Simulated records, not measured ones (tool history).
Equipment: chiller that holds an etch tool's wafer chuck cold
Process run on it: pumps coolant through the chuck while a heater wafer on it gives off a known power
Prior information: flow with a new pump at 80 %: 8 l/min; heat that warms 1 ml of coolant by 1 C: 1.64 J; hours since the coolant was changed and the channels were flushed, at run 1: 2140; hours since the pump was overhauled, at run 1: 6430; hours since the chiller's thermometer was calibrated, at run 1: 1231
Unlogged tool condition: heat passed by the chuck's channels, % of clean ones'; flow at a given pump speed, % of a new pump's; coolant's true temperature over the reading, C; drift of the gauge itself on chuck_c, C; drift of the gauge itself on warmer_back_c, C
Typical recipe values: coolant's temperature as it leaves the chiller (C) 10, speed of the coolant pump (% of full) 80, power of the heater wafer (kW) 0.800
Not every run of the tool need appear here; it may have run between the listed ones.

| run | hour | coolant's temperature as it leaves the chiller (C) | speed of the coolant pump (% of full) | power of the heater wafer (kW) | hours since the coolant was changed and the channels were flushed | hours since the pump was overhauled | hours since the chiller's thermometer was calibrated | chuck's temperature once it has settled (C) | how much warmer the coolant comes back (C) |
|---|---|---|---|---|---|---|---|---|---|
| 1 | 0.0 | 10 | 80 | 0.800 | 2140 | 6430 | 1231 | 17.37 | 4.02 |
| 2 | 162.6 | 5 | 80 | 0.800 | 2302 | 6592 | 1394 | 12.33 | 4.04 |
| 3 | 274.3 | 10 | 80 | 0.622 | 2414 | 6704 | 1506 | 15.80 | 3.10 |
| 4 | 372.8 | 10 | 80 | 0.622 | 2512 | 6802 | 1604 | 15.79 | 3.14 |
| 5 | 522.0 | 12 | 80 | 0.622 | 2662 | 6952 | 1753 | 17.77 | 3.18 |
| 6 | 607.8 | 10 | 67 | 0.800 | 2747 | 7037 | 1839 | 18.54 | 4.93 |
| 7 | 707.3 | 10 | 80 | 0.800 | 2847 | 7137 | 1939 | 17.54 | 4.05 |
| 8 | 811.3 | 18 | 80 | 0.800 | 2951 | 7241 | 2043 | 25.48 | 4.05 |
| 9 | 897.2 | 11 | 94 | 0.473 | 3037 | 7327 | 2129 | 15.02 | 2.03 |
| 10 | 1028.0 | 11 | 94 | 0.473 | 3168 | 7458 | 2259 | 15.00 | 2.00 |
| 11 | 1191.9 | 5 | 80 | 0.712 | 3332 | 7622 | 2423 | 11.82 | 3.66 |
| 12 | 1263.8 | 4 | 80 | 0.688 | 3403 | 7693 | 2495 | 10.52 | 3.52 |
| 13 | 1346.7 | 4 | 80 | 0.688 | 3486 | 7776 | 2578 | 10.58 | 3.51 |

Subtracting, for every run, the result it would have given without the tool's unlogged condition from the measured result gives the following. The same run-to-run variation enters both numbers; the gauge's scatter may not:
| run | chuck's temperature once it has settled (C) | how much warmer the coolant comes back (C) |
|---|---|---|
| 1 | +0.63 | +0.34 |
| 2 | +0.66 | +0.35 |
| 3 | +0.55 | +0.27 |
| 4 | +0.56 | +0.27 |
| 5 | +0.59 | +0.29 |
| 6 | +0.87 | +0.45 |
| 7 | +0.79 | +0.38 |
| 8 | +0.81 | +0.38 |
| 9 | +0.47 | +0.20 |
| 10 | +0.49 | +0.20 |
| 11 | +0.80 | +0.36 |
| 12 | +0.80 | +0.36 |
| 13 | +0.81 | +0.35 |

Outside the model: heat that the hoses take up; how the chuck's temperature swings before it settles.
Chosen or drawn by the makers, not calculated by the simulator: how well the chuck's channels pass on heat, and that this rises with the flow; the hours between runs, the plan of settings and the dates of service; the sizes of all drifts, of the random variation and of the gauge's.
